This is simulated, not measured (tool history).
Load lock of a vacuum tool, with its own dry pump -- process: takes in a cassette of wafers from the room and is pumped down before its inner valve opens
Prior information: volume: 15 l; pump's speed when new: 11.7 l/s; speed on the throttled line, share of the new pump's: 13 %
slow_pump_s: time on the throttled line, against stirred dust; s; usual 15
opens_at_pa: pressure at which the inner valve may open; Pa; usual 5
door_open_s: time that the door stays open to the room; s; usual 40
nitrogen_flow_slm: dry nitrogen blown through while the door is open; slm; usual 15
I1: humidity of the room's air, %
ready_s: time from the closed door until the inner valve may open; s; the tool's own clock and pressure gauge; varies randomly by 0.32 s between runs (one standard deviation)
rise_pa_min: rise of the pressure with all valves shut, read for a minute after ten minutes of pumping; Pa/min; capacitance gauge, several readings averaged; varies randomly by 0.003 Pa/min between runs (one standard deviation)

run 1 hour=0 | slow_pump_s=15 opens_at_pa=5 door_open_s=40 nitrogen_flow_slm=15 | I1=44.7 | ready_s=28.3 rise_pa_min=0.084
run 2 hour=76.8 | slow_pump_s=15 opens_at_pa=5 door_open_s=184 nitrogen_flow_slm=15 | I1=46.4 | ready_s=28.4 rise_pa_min=0.147
run 3 hour=216.2 | slow_pump_s=15 opens_at_pa=5 door_open_s=184 nitrogen_flow_slm=15 | I1=44.2 | ready_s=29 rise_pa_min=0.145
run 4 hour=335.5 | slow_pump_s=15 opens_at_pa=5 door_open_s=184 nitrogen_flow_slm=15 | I1=49.6 | ready_s=28.8 rise_pa_min=0.153
run 5 hour=451.7 | slow_pump_s=15 opens_at_pa=5 door_open_s=40 nitrogen_flow_slm=15 | I1=44.2 | ready_s=28.1 rise_pa_min=0.088
run 6 hour=578.4 | slow_pump_s=15 opens_at_pa=6 door_open_s=40 nitrogen_flow_slm=15 | I1=44.5 | ready_s=27.7 rise_pa_min=0.096
run 7 hour=640.3 | slow_pump_s=15 opens_at_pa=6 door_open_s=40 nitrogen_flow_slm=15 | I1=43.3 | ready_s=28.6 rise_pa_min=0.09
run 8 hour=754.7 | slow_pump_s=15 opens_at_pa=6 door_open_s=40 nitrogen_flow_slm=15 | I1=45.8 | ready_s=28.4 rise_pa_min=0.098
run 9 hour=886.9 | slow_pump_s=15 opens_at_pa=6 door_open_s=40 nitrogen_flow_slm=15 | I1=46.4 | ready_s=28.2 rise_pa_min=0.099
run 10 hour=986.2 | slow_pump_s=10 opens_at_pa=6 door_open_s=40 nitrogen_flow_slm=15 | I1=44.4 | ready_s=24.5 rise_pa_min=0.096
run 11 hour=1114 | slow_pump_s=10 opens_at_pa=5 door_open_s=40 nitrogen_flow_slm=15 | I1=42.1 | ready_s=24.6 rise_pa_min=0.102
run 12 hour=1200 | slow_pump_s=21 opens_at_pa=5 door_open_s=40 nitrogen_flow_slm=15 | I1=48.4 | ready_s=33.9 rise_pa_min=0.101
run 13 hour=1302.5 | slow_pump_s=15 opens_at_pa=5 door_open_s=190 nitrogen_flow_slm=10 | I1=43.5 | ready_s=29.2 rise_pa_min=0.171
run 14 hour=1391.4 | slow_pump_s=15 opens_at_pa=5 door_open_s=40 nitrogen_flow_slm=10 | I1=43.5 | ready_s=29.2 rise_pa_min=0.105
run 15 hour=1505.2 | slow_pump_s=15 opens_at_pa=5 door_open_s=37 nitrogen_flow_slm=35 | I1=43.4 | ready_s=28.8 rise_pa_min=0.101
run 16 hour=1573.2 | slow_pump_s=15 opens_at_pa=5 door_open_s=128 nitrogen_flow_slm=15 | I1=42.9 | ready_s=29.1 rise_pa_min=0.144
run 17 hour=1720.9 | slow_pump_s=15 opens_at_pa=5 door_open_s=128 nitrogen_flow_slm=15 | I1=41.2 | ready_s=28.9 rise_pa_min=0.143
run 18 hour=1828.4 | slow_pump_s=15 opens_at_pa=5 door_open_s=128 nitrogen_flow_slm=15 | I1=43.7 | ready_s=28.9 rise_pa_min=0.151
run 19 hour=1903.7 | slow_pump_s=12 opens_at_pa=9 door_open_s=40 nitrogen_flow_slm=15 | I1=47.9 | ready_s=25.7 rise_pa_min=0.114
run 20 hour=2007.6 | slow_pump_s=21 opens_at_pa=5 door_open_s=40 nitrogen_flow_slm=15 | I1=47.8 | ready_s=34.2 rise_pa_min=0.125
run 21 hour=2150.3 | slow_pump_s=21 opens_at_pa=5 door_open_s=40 nitrogen_flow_slm=36 | I1=43.6 | ready_s=34 rise_pa_min=0.113

4 options for the next run, each taken on its own from the tool as it stands now. Forecast them:
run A hour=2210.6 | slow_pump_s=21 opens_at_pa=5 door_open_s=61 nitrogen_flow_slm=15 | I1=43.4 | ready_s=? rise_pa_min=?
run B hour=2210.6 | slow_pump_s=21 opens_at_pa=5 door_open_s=39 nitrogen_flow_slm=36 | I1=47.2 | ready_s=? rise_pa_min=?
run C hour=2210.6 | slow_pump_s=19 opens_at_pa=4 door_open_s=64 nitrogen_flow_slm=15 | I1=45.2 | ready_s=? rise_pa_min=?
run D hour=2210.6 | slow_pump_s=21 opens_at_pa=7 door_open_s=71 nitrogen_flow_slm=12 | I1=47.3 | ready_s=? rise_pa_min=?

run=A ready_s=34.2 rise_pa_min=0.134
run=B ready_s=33.8 rise_pa_min=0.118
run=C ready_s=32.8 rise_pa_min=0.133
run=D ready_s=33.4 rise_pa_min=0.144
Had the tool no hidden state, the same runs would have come out as:
run=A ready_s=31 rise_pa_min=0.046
run=B ready_s=30.7 rise_pa_min=0.03
run=C ready_s=29.5 rise_pa_min=0.044
run=D ready_s=30.4 rise_pa_min=0.057
